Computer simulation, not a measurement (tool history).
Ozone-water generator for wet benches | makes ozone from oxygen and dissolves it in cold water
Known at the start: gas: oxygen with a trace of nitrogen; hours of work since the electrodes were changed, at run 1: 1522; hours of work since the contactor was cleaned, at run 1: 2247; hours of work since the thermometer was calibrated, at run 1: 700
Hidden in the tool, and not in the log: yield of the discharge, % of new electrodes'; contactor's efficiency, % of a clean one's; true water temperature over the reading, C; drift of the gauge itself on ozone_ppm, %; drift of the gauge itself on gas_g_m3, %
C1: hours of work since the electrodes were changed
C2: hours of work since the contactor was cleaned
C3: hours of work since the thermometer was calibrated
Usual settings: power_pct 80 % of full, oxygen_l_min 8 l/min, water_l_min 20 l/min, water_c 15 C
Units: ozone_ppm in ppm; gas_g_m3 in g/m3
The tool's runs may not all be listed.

{"run": 1, "day": 0.0, "power_pct": 80, "oxygen_l_min": 8, "water_l_min": 20, "water_c": 15, "C1": 1522, "C2": 2247, "C3": 700, "ozone_ppm": 28, "gas_g_m3": 174.7}
{"run": 2, "day": 1.3, "power_pct": 80, "oxygen_l_min": 8, "water_l_min": 20, "water_c": 15, "C1": 1552, "C2": 2277, "C3": 729, "ozone_ppm": 27.6, "gas_g_m3": 175.7}
{"run": 3, "day": 3.079, "power_pct": 80, "oxygen_l_min": 8, "water_l_min": 20, "water_c": 15, "C1": 1592, "C2": 2317, "C3": 770, "ozone_ppm": 27.7, "gas_g_m3": 175}
{"run": 4, "day": 4.108, "power_pct": 80, "oxygen_l_min": 8, "water_l_min": 20, "water_c": 15, "C1": 1616, "C2": 2341, "C3": 793, "ozone_ppm": 27.8, "gas_g_m3": 175.2}
{"run": 5, "day": 5.9, "power_pct": 80, "oxygen_l_min": 8, "water_l_min": 20, "water_c": 15, "C1": 1656, "C2": 2382, "C3": 834, "ozone_ppm": 27.6, "gas_g_m3": 174.7}
{"run": 6, "day": 7.496, "power_pct": 80, "oxygen_l_min": 8, "water_l_min": 20, "water_c": 15, "C1": 1693, "C2": 2418, "C3": 871, "ozone_ppm": 27.7, "gas_g_m3": 176.1}
{"run": 7, "day": 9.096, "power_pct": 80, "oxygen_l_min": 8, "water_l_min": 20, "water_c": 15, "C1": 1729, "C2": 2454, "C3": 907, "ozone_ppm": 27.7, "gas_g_m3": 176}
{"run": 8, "day": 10.675, "power_pct": 80, "oxygen_l_min": 8, "water_l_min": 20, "water_c": 15, "C1": 1765, "C2": 2490, "C3": 943, "ozone_ppm": 27.5, "gas_g_m3": 175.8}
{"run": 9, "day": 12.488, "power_pct": 80, "oxygen_l_min": 8, "water_l_min": 20, "water_c": 15, "C1": 1807, "C2": 2532, "C3": 984, "ozone_ppm": 27, "gas_g_m3": 174.9}
{"run": 10, "day": 13.929, "power_pct": 80, "oxygen_l_min": 8, "water_l_min": 20, "water_c": 15, "C1": 1839, "C2": 2565, "C3": 1017, "ozone_ppm": 27.4, "gas_g_m3": 176}
{"run": 11, "day": 14.862, "power_pct": 80, "oxygen_l_min": 8, "water_l_min": 20, "water_c": 15, "C1": 1861, "C2": 2586, "C3": 1038, "ozone_ppm": 27.9, "gas_g_m3": 175}
{"run": 12, "day": 16.242, "power_pct": 80, "oxygen_l_min": 8, "water_l_min": 20, "water_c": 15, "C1": 1892, "C2": 2617, "C3": 1070, "ozone_ppm": 27.4, "gas_g_m3": 175.2}
{"run": 13, "day": 17.588, "power_pct": 80, "oxygen_l_min": 8, "water_l_min": 20, "water_c": 12, "C1": 1923, "C2": 2648, "C3": 1101, "ozone_ppm": 28.7, "gas_g_m3": 177}
{"run": 14, "day": 19.0, "power_pct": 80, "oxygen_l_min": 8, "water_l_min": 20, "water_c": 12, "C1": 1955, "C2": 2680, "C3": 1133, "ozone_ppm": 29.1, "gas_g_m3": 174.6}
{"run": 15, "day": 20.629, "power_pct": 80, "oxygen_l_min": 8, "water_l_min": 20, "water_c": 12, "C1": 1992, "C2": 2717, "C3": 1170, "ozone_ppm": 28.9, "gas_g_m3": 176.5}
{"run": 16, "day": 21.775, "power_pct": 80, "oxygen_l_min": 8, "water_l_min": 20, "water_c": 12, "C1": 2018, "C2": 2743, "C3": 1196, "ozone_ppm": 28.6, "gas_g_m3": 174.9}
{"run": 17, "day": 23.308, "power_pct": 80, "oxygen_l_min": 4.34, "water_l_min": 20, "water_c": 15, "C1": 2053, "C2": 2778, "C3": 1231, "ozone_ppm": 24.9, "gas_g_m3": 215.1}
{"run": 18, "day": 24.325, "power_pct": 90, "oxygen_l_min": 12.52, "water_l_min": 15, "water_c": 15, "C1": 2076, "C2": 2802, "C3": 1254, "ozone_ppm": 36.4, "gas_g_m3": 163.6}
{"run": 19, "day": 25.6, "power_pct": 90, "oxygen_l_min": 12.52, "water_l_min": 15, "water_c": 15, "C1": 2106, "C2": 2831, "C3": 1283, "ozone_ppm": 36.4, "gas_g_m3": 163.6}
{"run": 20, "day": 27.021, "power_pct": 46, "oxygen_l_min": 12.52, "water_l_min": 15, "water_c": 15, "C1": 2138, "C2": 2863, "C3": 1316, "ozone_ppm": 21.8, "gas_g_m3": 97.4}
{"run": 21, "day": 28.496, "power_pct": 46, "oxygen_l_min": 12.52, "water_l_min": 15, "water_c": 15, "C1": 2172, "C2": 2897, "C3": 1349, "ozone_ppm": 21.8, "gas_g_m3": 97.6}
{"run": 22, "day": 29.658, "power_pct": 45, "oxygen_l_min": 12.52, "water_l_min": 20, "water_c": 16, "C1": 2198, "C2": 2923, "C3": 1376, "ozone_ppm": 17.5, "gas_g_m3": 95.7}
{"run": 23, "day": 30.392, "power_pct": 45, "oxygen_l_min": 12.52, "water_l_min": 20, "water_c": 16, "C1": 2215, "C2": 2940, "C3": 1393, "ozone_ppm": 17.8, "gas_g_m3": 97.3}
{"run": 24, "day": 31.458, "power_pct": 45, "oxygen_l_min": 12.52, "water_l_min": 20, "water_c": 16, "C1": 2239, "C2": 2964, "C3": 1417, "ozone_ppm": 17.7, "gas_g_m3": 97.8}
{"run": 25, "day": 32.542, "power_pct": 45, "oxygen_l_min": 12.52, "water_l_min": 21, "water_c": 16, "C1": 2264, "C2": 2989, "C3": 1442, "ozone_ppm": 17.3, "gas_g_m3": 97.2}
{"run": 26, "day": 33.288, "power_pct": 45, "oxygen_l_min": 13.67, "water_l_min": 32, "water_c": 16, "C1": 2281, "C2": 3006, "C3": 1458, "ozone_ppm": 12.5, "gas_g_m3": 93.5}
{"run": 27, "day": 34.333, "power_pct": 57, "oxygen_l_min": 8, "water_l_min": 20, "water_c": 15, "C1": 2305, "C2": 3030, "C3": 1482, "ozone_ppm": 21, "gas_g_m3": 133.3}
{"run": 28, "day": 36.138, "power_pct": 57, "oxygen_l_min": 8, "water_l_min": 23, "water_c": 23, "C1": 2346, "C2": 3071, "C3": 1523, "ozone_ppm": 16.5, "gas_g_m3": 134}
{"run": 29, "day": 37.95, "power_pct": 56, "oxygen_l_min": 8, "water_l_min": 20, "water_c": 15, "C1": 2387, "C2": 3112, "C3": 1565, "ozone_ppm": 20.4, "gas_g_m3": 133.1}
{"run": 30, "day": 39.167, "power_pct": 63, "oxygen_l_min": 4.25, "water_l_min": 31, "water_c": 16, "C1": 2415, "C2": 3140, "C3": 1593, "ozone_ppm": 13, "gas_g_m3": 178}
{"run": 31, "day": 40.283, "power_pct": 63, "oxygen_l_min": 5.95, "water_l_min": 31, "water_c": 18, "C1": 2440, "C2": 3166, "C3": 1618, "ozone_ppm": 14, "gas_g_m3": 160.2}
{"run": 32, "day": 41.533, "power_pct": 80, "oxygen_l_min": 9.05, "water_l_min": 20, "water_c": 15, "C1": 2469, "C2": 3194, "C3": 1646, "ozone_ppm": 27.4, "gas_g_m3": 164.2}
{"run": 33, "day": 43.038, "power_pct": 80, "oxygen_l_min": 4.02, "water_l_min": 20, "water_c": 15, "C1": 2503, "C2": 3228, "C3": 1681, "ozone_ppm": 23.6, "gas_g_m3": 218.3}
{"run": 34, "day": 44.683, "power_pct": 80, "oxygen_l_min": 5.33, "water_l_min": 20, "water_c": 15, "C1": 2541, "C2": 3266, "C3": 1718, "ozone_ppm": 25.1, "gas_g_m3": 198.7}

3 ways to go on from here, each from the tool as it stands after run 34. What would each give?
{"run": "A", "day": 45.842, "power_pct": 97, "oxygen_l_min": 12.54, "water_l_min": 30, "water_c": 15, "C1": 2567, "C2": 3292, "C3": 1745, "ozone_ppm": "?", "gas_g_m3": "?"}
{"run": "B", "day": 45.842, "power_pct": 80, "oxygen_l_min": 7.02, "water_l_min": 22, "water_c": 14, "C1": 2567, "C2": 3292, "C3": 1745, "ozone_ppm": "?", "gas_g_m3": "?"}
{"run": "C", "day": 45.842, "power_pct": 93, "oxygen_l_min": 12.41, "water_l_min": 20, "water_c": 14, "C1": 2567, "C2": 3292, "C3": 1745, "ozone_ppm": "?", "gas_g_m3": "?"}

run=A ozone_ppm=24 gas_g_m3=170.5
run=B ozone_ppm=25.3 gas_g_m3=181
run=C ozone_ppm=31.5 gas_g_m3=166.3
Without the tool's hidden state the same runs would have given:
run=A ozone_ppm=26 gas_g_m3=181.4
run=B ozone_ppm=27.2 gas_g_m3=191.2
run=C ozone_ppm=34 gas_g_m3=176.7

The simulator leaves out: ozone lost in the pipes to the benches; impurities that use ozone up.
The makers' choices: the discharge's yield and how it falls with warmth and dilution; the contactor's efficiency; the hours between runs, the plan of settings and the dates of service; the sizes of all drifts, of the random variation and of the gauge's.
